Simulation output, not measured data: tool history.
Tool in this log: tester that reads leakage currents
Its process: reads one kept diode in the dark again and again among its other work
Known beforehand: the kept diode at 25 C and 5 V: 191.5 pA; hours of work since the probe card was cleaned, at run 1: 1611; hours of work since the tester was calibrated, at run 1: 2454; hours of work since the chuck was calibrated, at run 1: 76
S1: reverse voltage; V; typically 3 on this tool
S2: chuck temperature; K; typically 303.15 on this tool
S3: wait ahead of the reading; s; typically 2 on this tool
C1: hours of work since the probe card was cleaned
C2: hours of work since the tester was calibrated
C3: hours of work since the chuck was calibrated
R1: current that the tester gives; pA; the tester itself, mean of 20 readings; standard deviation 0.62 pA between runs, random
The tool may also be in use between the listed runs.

run    hour     S1      S2    S3    C1    C2    C3       R1
  1       0      3  303.15     2  1611  2454    76   212.59
  2   182.7      3  303.15     2  1731  2575   196   211.35
  3   325.3      3  303.15  2.38  1826  2669   291    209.9
  4   458.7      3  303.15  2.38  1914  2757   379   208.96
  5   591.2      3  303.15  2.38  2002  2845   467   207.77
      698.2  -- tester calibrated
  6   786.2      3  303.15     2  2129    58   594   202.05
      939.8  -- probe card cleaned and baked
  7  1020.1      3  303.15  0.33    53   211   747   194.44
  8  1247.8      3  303.15  0.33   204   362   898   193.33
  9    1368      3  303.15  0.33   283   441   977   191.85
 10  1494.3      3  326.15  0.33   367   525  1061   882.94
 11  1686.7      3  326.15  5.55   494   652  1188   884.82
 12  1804.9      3  326.15  5.55   572   730  1266   879.28
     1853.2  -- chuck's temperature calibrated
 13  1976.3      3  326.15  1.65   684   842    81   947.22
 14  2181.4      3  326.15  1.65   820   978   217   937.81
 15    2292      3  326.15  1.65   893  1051   290   937.81
 16  2503.2  17.94  303.15     2  1033  1191   430   577.06
 17  2661.5  17.94  303.15     2  1138  1295   535   572.48
 18    2828  17.94  303.15     2  1248  1405   645   569.08
 19  2986.3  17.94  303.15     2  1352  1510   750   568.91
 20  3081.3   1.12  303.15     2  1415  1573   812   114.29
 21  3289.9  12.41  303.15     2  1553  1711   950   455.65
 22    3476  12.41  303.15     2  1676  1834  1073   452.99
 23    3622   2.54  298.15  4.61  1773  1931  1170   126.64
 24  3805.8   2.54  298.15  4.61  1894  2052  1292   125.34
     3822.2  -- chuck's temperature calibrated
 25  3915.9   2.54  298.15  4.61  1966  2124    62   134.13
 26  4044.4   2.54  298.15  4.61  2051  2209   147   134.44
 27  4251.7   17.2  324.15  1.85  2188  2346   284  2274.65
     4310.5  -- probe card cleaned and baked
 28  4350.8   17.2  324.15  1.96    27  2409   348     2245
 29  4499.4   17.2  324.15  0.52   125  2508   446  2235.17
 30  4712.1   16.5  304.15     2   266  2648   587   571.55
 31  4854.8      3  298.15     2   360  2743   681   138.96
 32  4968.1  12.46  303.15  2.28   435  2818   756   449.32
     5103.9  -- tester calibrated
 33  5189.9   2.49  305.15   4.4   580    57   901   199.11
 34  5368.9   2.49  305.15   4.4   699   175  1020   198.65
 35    5478   3.89  305.15  0.46   771   247  1092   255.98
 36  5589.5   3.43  329.15  3.42   845   321  1166   1133.3
 37    5722   3.43  329.15  3.42   932   409  1253  1130.44
     5795.1  -- chuck's temperature calibrated
 38  5915.7   1.24  308.15  5.19  1059   536    80   177.17
 39  6059.7   5.98  330.15   9.3  1154   631   175  1793.54
 40  6176.9  10.93  330.15  2.26  1232   708   253  2515.21

Describe how what the log doesn't record of the tool's condition differs between the last listed run preceding each entry between runs and the first listed run following it.
Runs 5 to 6: tester calibrated (hour 698.2)
  stray current of the dirty probe card, pA a volt: 1.777 -> 1.881; current scale over the true one, %: 2.74 -> 0.05; true chuck temperature over the reading, C: -0.58 -> -0.7
  measured value less the no-hidden-state value, R1: +2.51 -> -4.32 pA
Runs 6 to 7: probe card cleaned and baked (hour 939.8)
  stray current of the dirty probe card, pA a volt: 1.881 -> 0.06; current scale over the true one, %: 0.05 -> 0.19; true chuck temperature over the reading, C: -0.7 -> -0.84
  measured value less the no-hidden-state value, R1: -4.32 -> -11.52 pA
Runs 12 to 13: chuck's temperature calibrated (hour 1853.2)
  stray current of the dirty probe card, pA a volt: 0.461 -> 0.552; current scale over the true one, %: 0.7 -> 0.81; true chuck temperature over the reading, C: -1.35 -> -0.07
  measured value less the no-hidden-state value, R1: -68.26 -> +5.17 pA
Runs 24 to 25: chuck's temperature calibrated (hour 3822.2)
  stray current of the dirty probe card, pA a volt: 1.558 -> 1.615; current scale over the true one, %: 1.97 -> 2.04; true chuck temperature over the reading, C: -1.23 -> -0.27
  measured value less the no-hidden-state value, R1: -4.98 -> +4.16 pA
Runs 27 to 28: probe card cleaned and baked (hour 4310.5)
  stray current of the dirty probe card, pA a volt: 1.792 -> 0.042; current scale over the true one, %: 2.25 -> 2.31; true chuck temperature over the reading, C: -0.47 -> -0.54
  measured value less the no-hidden-state value, R1: +14.65 -> -23.74 pA
Runs 32 to 33: tester calibrated (hour 5103.9)
  stray current of the dirty probe card, pA a volt: 0.387 -> 0.504; current scale over the true one, %: 2.69 -> 0.2; true chuck temperature over the reading, C: -0.94 -> -1.09
  measured value less the no-hidden-state value, R1: -13.77 -> -14.26 pA
Runs 37 to 38: chuck's temperature calibrated (hour 5795.1)
  stray current of the dirty probe card, pA a volt: 0.777 -> 0.878; current scale over the true one, %: 0.53 -> 0.65; true chuck temperature over the reading, C: -1.43 -> -0.08
  measured value less the no-hidden-state value, R1: -93.12 -> +1.29 pA
